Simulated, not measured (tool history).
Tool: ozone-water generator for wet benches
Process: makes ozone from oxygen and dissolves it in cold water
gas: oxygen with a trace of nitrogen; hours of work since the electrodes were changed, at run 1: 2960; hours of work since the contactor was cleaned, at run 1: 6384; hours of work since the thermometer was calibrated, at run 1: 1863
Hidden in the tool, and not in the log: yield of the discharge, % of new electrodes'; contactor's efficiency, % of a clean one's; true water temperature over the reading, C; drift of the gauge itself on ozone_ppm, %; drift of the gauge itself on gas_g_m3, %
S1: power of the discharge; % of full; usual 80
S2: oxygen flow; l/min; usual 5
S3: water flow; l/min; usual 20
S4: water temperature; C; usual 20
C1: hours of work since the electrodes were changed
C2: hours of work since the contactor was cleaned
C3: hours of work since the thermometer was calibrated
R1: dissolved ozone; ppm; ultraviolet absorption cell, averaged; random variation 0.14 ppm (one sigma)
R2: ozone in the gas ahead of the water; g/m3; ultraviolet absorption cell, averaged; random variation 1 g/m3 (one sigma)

run 1 hour=0 | S1=80 S2=5 S3=20 S4=20 | C1=2960 C2=6384 C3=1863 | R1=17.5 R2=183.2
run 2 hour=129.8 | S1=80 S2=5 S3=20 S4=20 | C1=3054 C2=6477 C3=1956 | R1=17.1 R2=183.2
run 3 hour=248.4 | S1=80 S2=5 S3=20 S4=20 | C1=3139 C2=6563 C3=2041 | R1=17.7 R2=181.5
run 4 hour=373.4 | S1=80 S2=5 S3=20 S4=20 | C1=3229 C2=6652 C3=2131 | R1=17.4 R2=182.5
run 5 hour=490.7 | S1=80 S2=5 S3=20 S4=20 | C1=3313 C2=6736 C3=2215 | R1=17.2 R2=180.1
run 6 hour=587.9 | S1=80 S2=5.83 S3=20 S4=20 | C1=3383 C2=6806 C3=2285 | R1=17.3 R2=166.3
run 7 hour=688 | S1=80 S2=5.83 S3=20 S4=20 | C1=3454 C2=6878 C3=2357 | R1=17.5 R2=167.6
run 8 hour=759.3 | S1=80 S2=5.83 S3=20 S4=20 | C1=3506 C2=6929 C3=2408 | R1=17.3 R2=166.5
run 9 hour=829.2 | S1=80 S2=5.83 S3=24 S4=20 | C1=3556 C2=6980 C3=2458 | R1=15.2 R2=166.9
run 10 hour=936.8 | S1=80 S2=5.83 S3=24 S4=20 | C1=3633 C2=7057 C3=2535 | R1=14.9 R2=166.8
run 11 hour=1060.3 | S1=80 S2=5.83 S3=30 S4=24 | C1=3722 C2=7145 C3=2624 | R1=12.1 R2=165.4
run 12 hour=1149.9 | S1=80 S2=3.11 S3=30 S4=12 | C1=3786 C2=7210 C3=2688 | R1=12 R2=226.4
run 13 hour=1255.8 | S1=80 S2=3.49 S3=30 S4=12 | C1=3862 C2=7286 C3=2764 | R1=12.4 R2=213.8
run 14 hour=1381.1 | S1=46 S2=5 S3=12 S4=16 | C1=3952 C2=7376 C3=2854 | R1=17.4 R2=118
run 15 hour=1480.5 | S1=45 S2=4.5 S3=19 S4=20 | C1=4024 C2=7447 C3=2926 | R1=11.8 R2=122.3
run 16 hour=1546.7 | S1=98 S2=3.16 S3=26 S4=20 | C1=4071 C2=7495 C3=2973 | R1=15.2 R2=262.1
run 17 hour=1664.8 | S1=73 S2=3.16 S3=20 S4=20 | C1=4156 C2=7580 C3=3058 | R1=15.3 R2=209.8

Forecast run 18:
run 18 hour=1732.9 | S1=80 S2=5 S3=20 S4=17 | C1=4205 C2=7628 C3=3107 | R1=? R2=?

R1: 17.8 ppm
R2: 176.7 g/m3
Without the tool's hidden state the same run would have given R1 17.9 ppm, R2 181.7 g/m3.

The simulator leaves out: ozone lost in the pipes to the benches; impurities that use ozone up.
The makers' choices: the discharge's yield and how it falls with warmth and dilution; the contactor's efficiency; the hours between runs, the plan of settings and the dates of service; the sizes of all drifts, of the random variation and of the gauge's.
